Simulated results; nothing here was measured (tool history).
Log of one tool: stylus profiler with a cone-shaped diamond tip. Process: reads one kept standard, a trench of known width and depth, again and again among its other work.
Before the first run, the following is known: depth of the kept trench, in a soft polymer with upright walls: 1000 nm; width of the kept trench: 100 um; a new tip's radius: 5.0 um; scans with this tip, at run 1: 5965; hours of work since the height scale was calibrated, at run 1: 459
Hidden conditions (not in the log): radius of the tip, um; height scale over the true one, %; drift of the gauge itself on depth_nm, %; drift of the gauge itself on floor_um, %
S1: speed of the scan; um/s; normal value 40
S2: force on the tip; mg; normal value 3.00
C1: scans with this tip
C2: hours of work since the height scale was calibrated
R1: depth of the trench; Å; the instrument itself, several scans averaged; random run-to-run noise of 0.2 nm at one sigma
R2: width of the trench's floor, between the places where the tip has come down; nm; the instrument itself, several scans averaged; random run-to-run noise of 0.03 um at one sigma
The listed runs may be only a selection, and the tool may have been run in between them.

run 1 hour=0.0 | S1=40 S2=3.00 | C1=5965 C2=459 | R1=10103.4 R2=90090
run 2 hour=52.7 | S1=40 S2=3.00 | C1=6489 C2=499 | R1=10102.8 R2=89840
run 3 hour=96.5 | S1=40 S2=3.00 | C1=6925 C2=533 | R1=10103.2 R2=89610
run 4 hour=137.9 | S1=40 S2=3.00 | C1=7335 C2=564 | R1=10105.3 R2=89390
run 5 hour=180.1 | S1=40 S2=3.00 | C1=7755 C2=596 | R1=10108.7 R2=89230
run 6 hour=209.3 | S1=40 S2=2.58 | C1=8046 C2=619 | R1=10096.9 R2=89030
run 7 hour=240.0 | S1=14 S2=3.00 | C1=8351 C2=642 | R1=10107.8 R2=89000
-- hour=289.6 new tip fitted, height scale calibrated
run 8 hour=301.5 | S1=14 S2=3.00 | C1=118 C2=9 | R1=10094.7 R2=93950
run 9 hour=334.5 | S1=14 S2=3.00 | C1=447 C2=34 | R1=10092.7 R2=93700
run 10 hour=374.4 | S1=14 S2=3.00 | C1=843 C2=65 | R1=10089.6 R2=93420
run 11 hour=404.9 | S1=14 S2=3.00 | C1=1146 C2=88 | R1=10092.3 R2=93170
run 12 hour=434.1 | S1=14 S2=3.00 | C1=1437 C2=111 | R1=10091.2 R2=92970
run 13 hour=481.4 | S1=14 S2=3.00 | C1=1906 C2=147 | R1=10093.6 R2=92600
run 14 hour=508.9 | S1=32 S2=1.17 | C1=2180 C2=168 | R1=10049.2 R2=92390
run 15 hour=559.1 | S1=53 S2=1.65 | C1=2679 C2=206 | R1=10061.6 R2=92030
run 16 hour=615.9 | S1=36 S2=6.54 | C1=3244 C2=249 | R1=10158.5 R2=91800
run 17 hour=662.9 | S1=36 S2=6.54 | C1=3711 C2=285 | R1=10162.4 R2=91480
run 18 hour=701.8 | S1=36 S2=6.54 | C1=4098 C2=315 | R1=10163.3 R2=91310
-- hour=705.8 height scale calibrated on a step standard
run 19 hour=733.0 | S1=36 S2=6.54 | C1=4403 C2=21 | R1=10159.4 R2=91100
run 20 hour=782.5 | S1=36 S2=6.54 | C1=4895 C2=59 | R1=10161.7 R2=90860
run 21 hour=828.5 | S1=25 S2=2.28 | C1=5353 C2=94 | R1=10083.4 R2=90590
run 22 hour=884.0 | S1=45 S2=1.39 | C1=5904 C2=136 | R1=10058.8 R2=90180
run 23 hour=938.0 | S1=137 S2=4.57 | C1=6441 C2=178 | R1=10129.0 R2=89800
run 24 hour=994.9 | S1=118 S2=3.41 | C1=7006 C2=221 | R1=10107.7 R2=89590
run 25 hour=1028.9 | S1=118 S2=3.41 | C1=7344 C2=247 | R1=10105.9 R2=89440
-- hour=1057.8 height scale calibrated on a step standard, once more
run 26 hour=1064.4 | S1=22 S2=3.00 | C1=7692 C2=5 | R1=10094.3 R2=89500

4 options for the next run, each taken on its own from the tool as it stands now. Forecast them:
run A hour=1089.4 | S1=15 S2=3.00 | C1=7941 C2=24 | R1=? R2=?
run B hour=1089.4 | S1=13 S2=1.10 | C1=7941 C2=24 | R1=? R2=?
run C hour=1089.4 | S1=32 S2=1.77 | C1=7941 C2=24 | R1=? R2=?
run D hour=1089.4 | S1=104 S2=1.81 | C1=7941 C2=24 | R1=? R2=?

run=A R1=10089.4 R2=89390
run=B R1=10041.8 R2=89390
run=C R1=10067.3 R2=89330
run=D R1=10063.3 R2=89080
The same runs, with their run-to-run variation unchanged, on a tool lacking any hidden condition would have given:
run=A R1=10094.2 R2=93950
run=B R1=10046.5 R2=93940
run=C R1=10072.0 R2=93890
run=D R1=10068.0 R2=93640
